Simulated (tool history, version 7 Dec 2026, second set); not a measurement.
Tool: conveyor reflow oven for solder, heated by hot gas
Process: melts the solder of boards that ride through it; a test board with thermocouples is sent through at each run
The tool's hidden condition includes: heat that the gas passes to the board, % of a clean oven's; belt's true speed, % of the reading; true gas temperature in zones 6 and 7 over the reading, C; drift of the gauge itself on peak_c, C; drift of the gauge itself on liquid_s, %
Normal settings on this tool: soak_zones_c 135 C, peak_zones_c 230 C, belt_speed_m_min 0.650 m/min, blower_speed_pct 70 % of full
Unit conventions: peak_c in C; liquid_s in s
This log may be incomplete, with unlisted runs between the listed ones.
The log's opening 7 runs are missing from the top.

| run | hour | soak_zones_c | peak_zones_c | belt_speed_m_min | blower_speed_pct | hours of work since the flux was cleaned out | hours of work since the belt drive was overhauled | hours of work since the thermocouples were changed | peak_c | liquid_s |
|---|---|---|---|---|---|---|---|---|---|---|
| 8 | 61.7 | 135 | 230 | 0.650 | 70 | 345 | 241 | 320 | 208.3 | 45.8 |
| 9 | 77.5 | 135 | 230 | 0.650 | 70 | 356 | 251 | 330 | 207.8 | 45.4 |
| 10 | 86.9 | 135 | 230 | 0.650 | 70 | 362 | 258 | 337 | 207.9 | 45.4 |
| 11 | 103.6 | 135 | 230 | 0.650 | 70 | 373 | 269 | 348 | 208.0 | 45.4 |
| 12 | 112.9 | 135 | 230 | 0.650 | 70 | 379 | 275 | 354 | 207.7 | 45.4 |
| 13 | 122.7 | 135 | 230 | 0.581 | 70 | 386 | 281 | 360 | 211.6 | 56.1 |
|  | 131.1 | flux residue cleaned out of gas plates and filters |
| 14 | 141.4 | 135 | 230 | 0.650 | 70 | 7 | 291 | 370 | 211.4 | 49.4 |
| 15 | 155.5 | 135 | 230 | 0.729 | 70 | 16 | 300 | 379 | 207.4 | 39.8 |
| 16 | 168.6 | 135 | 230 | 0.729 | 70 | 25 | 309 | 388 | 207.2 | 39.6 |
| 17 | 179.2 | 135 | 241 | 0.700 | 51 | 32 | 316 | 395 | 213.1 | 46.0 |
| 18 | 187.0 | 135 | 243 | 0.687 | 79 | 37 | 321 | 400 | 222.1 | 54.4 |
| 19 | 201.4 | 129 | 230 | 0.614 | 70 | 47 | 331 | 409 | 212.0 | 51.1 |
| 20 | 213.3 | 129 | 230 | 0.692 | 69 | 55 | 338 | 417 | 207.5 | 40.6 |
| 21 | 224.1 | 145 | 230 | 0.650 | 70 | 62 | 346 | 425 | 212.7 | 54.6 |
| 22 | 236.7 | 145 | 230 | 0.650 | 70 | 70 | 354 | 433 | 212.4 | 54.2 |
| 23 | 249.2 | 145 | 230 | 0.650 | 70 | 79 | 362 | 441 | 212.7 | 54.3 |
| 24 | 264.9 | 145 | 230 | 0.650 | 70 | 89 | 373 | 452 | 213.1 | 54.4 |
| 25 | 279.3 | 135 | 225 | 0.557 | 65 | 99 | 382 | 461 | 209.8 | 57.5 |
| 26 | 291.8 | 135 | 225 | 0.557 | 65 | 107 | 391 | 470 | 209.9 | 57.4 |
| 27 | 305.9 | 135 | 230 | 0.576 | 55 | 116 | 400 | 479 | 211.2 | 56.5 |
| 28 | 321.2 | 149 | 224 | 0.650 | 70 | 126 | 410 | 489 | 208.1 | 51.4 |
| 29 | 330.9 | 149 | 224 | 0.650 | 84 | 133 | 417 | 496 | 209.4 | 54.2 |
| 30 | 347.6 | 134 | 224 | 0.650 | 56 | 144 | 428 | 507 | 201.9 | 38.1 |
| 31 | 355.2 | 134 | 224 | 0.650 | 56 | 149 | 433 | 512 | 202.0 | 38.5 |

Alternative continuations, all from the tool just after run 31; predict every row:
| A | 369.3 | 134 | 234 | 0.650 | 68 | 158 | 442 | 521 | ? | ? |
| B | 369.3 | 131 | 224 | 0.650 | 56 | 158 | 442 | 521 | ? | ? |
| C | 369.3 | 134 | 224 | 0.650 | 80 | 158 | 442 | 521 | ? | ? |
| D | 369.3 | 135 | 230 | 0.650 | 77 | 158 | 442 | 521 | ? | ? |

| run | peak_c | liquid_s |
|---|---|---|
| A | 213.1 | 50.6 |
| B | 201.1 | 36.3 |
| C | 206.3 | 44.9 |
| D | 210.9 | 49.0 |
With the hidden condition removed and each run's random variation left untouched, the same runs would have given:
| run | peak_c | liquid_s |
|---|---|---|
| A | 215.7 | 52.7 |
| B | 203.6 | 39.4 |
| C | 208.9 | 47.6 |
| D | 213.6 | 51.2 |
